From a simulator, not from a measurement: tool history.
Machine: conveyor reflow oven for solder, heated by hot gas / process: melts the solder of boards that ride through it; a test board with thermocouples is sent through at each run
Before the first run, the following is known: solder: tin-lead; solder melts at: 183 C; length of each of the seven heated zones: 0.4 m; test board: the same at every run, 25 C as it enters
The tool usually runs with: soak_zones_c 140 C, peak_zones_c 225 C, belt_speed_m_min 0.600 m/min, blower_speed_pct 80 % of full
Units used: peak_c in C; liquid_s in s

run,hour,soak_zones_c,peak_zones_c,belt_speed_m_min,blower_speed_pct,peak_c,liquid_s
1,0.0,140,225,0.600,80,211.6,58.2
# hour 37.3: flux residue cleaned out of gas plates and filters
2,51.5,140,213,0.600,80,202.7,48.1
3,101.5,155,213,0.600,80,203.0,57.2
# hour 124.7: belt drive overhauled, speed set with a stopwatch
4,159.8,155,213,0.600,80,202.6,56.0
5,197.9,155,213,0.600,80,202.2,55.4
6,249.4,155,213,0.600,80,202.0,55.2
7,281.1,155,213,0.600,80,202.2,55.6
8,307.1,140,225,0.600,80,210.9,55.3
# hour 328.6: flux residue cleaned out of gas plates and filters
9,343.7,140,225,0.600,80,212.2,56.7
10,368.0,140,225,0.600,80,211.7,57.1
11,398.3,140,225,0.600,80,211.0,56.7
12,448.6,140,231,0.600,80,216.6,61.8
13,488.1,140,225,0.600,80,211.0,57.3
14,521.9,140,225,0.600,80,210.0,56.8
15,570.8,140,225,0.600,80,210.0,55.8
16,593.4,140,232,0.600,80,216.4,60.5
# hour 617.4: flux residue cleaned out of gas plates and filters
17,646.6,140,232,0.600,80,216.3,62.6
18,700.8,140,232,0.600,80,216.7,61.2
19,751.6,140,232,0.600,80,215.9,61.7
20,787.3,133,235,0.600,80,217.4,59.2
21,823.2,152,225,0.644,80,209.2,55.8
22,871.6,152,225,0.644,80,210.4,55.8
# hour 907.8: flux residue cleaned out of gas plates and filters
23,916.9,152,220,0.644,65,203.7,51.8
24,971.5,152,218,0.600,80,205.4,58.4
25,1017.6,146,225,0.600,69,209.8,57.2
# hour 1022.6: thermocouples of zones 6 and 7 changed
26,1050.6,146,225,0.600,69,211.4,60.0
27,1087.4,137,225,0.493,76,216.0,73.7
28,1110.0,140,219,0.545,74,209.0,61.1
29,1153.9,140,225,0.545,76,214.3,66.1
# hour 1198.1: flux residue cleaned out of gas plates and filters
30,1203.8,140,225,0.545,76,214.8,67.7

A few steps of peak_c between consecutive runs. Split each: what settings, incoming material and random variation would produce without the hidden state, and what is left over for the hidden state, along with gauge scatter present in only one of the two compared results (measured, and without hidden state):
Hidden state at play: heat that the gas passes to the board, % of a clean oven's; belt's true speed, % of the reading; true gas temperature in zones 6 and 7 over the reading, C; drift of the gauge itself on peak_c, C; drift of the gauge itself on liquid_s, %.
Run 1 -> 2: peak_zones_c 225 -> 213, flux residue cleaned out of gas plates and filters. peak_c -8.9 C: hidden state +1.1, all else -10.0.
Run 7 -> 8: soak_zones_c 155 -> 140, peak_zones_c 213 -> 225. peak_c +8.7 C: hidden state -0.5, all else +9.2.
Run 20 -> 21: soak_zones_c 133 -> 152, peak_zones_c 235 -> 225, belt_speed_m_min 0.600 -> 0.644. peak_c -8.2 C: hidden state +0.1, all else -8.3.
Run 22 -> 23: peak_zones_c 225 -> 220, blower_speed_pct 80 -> 65, flux residue cleaned out of gas plates and filters. peak_c -6.7 C: hidden state +1.2, all else -7.9.
Run 25 -> 26: thermocouples of zones 6 and 7 changed. peak_c +1.6 C: hidden state +2.6, all else -1.0.

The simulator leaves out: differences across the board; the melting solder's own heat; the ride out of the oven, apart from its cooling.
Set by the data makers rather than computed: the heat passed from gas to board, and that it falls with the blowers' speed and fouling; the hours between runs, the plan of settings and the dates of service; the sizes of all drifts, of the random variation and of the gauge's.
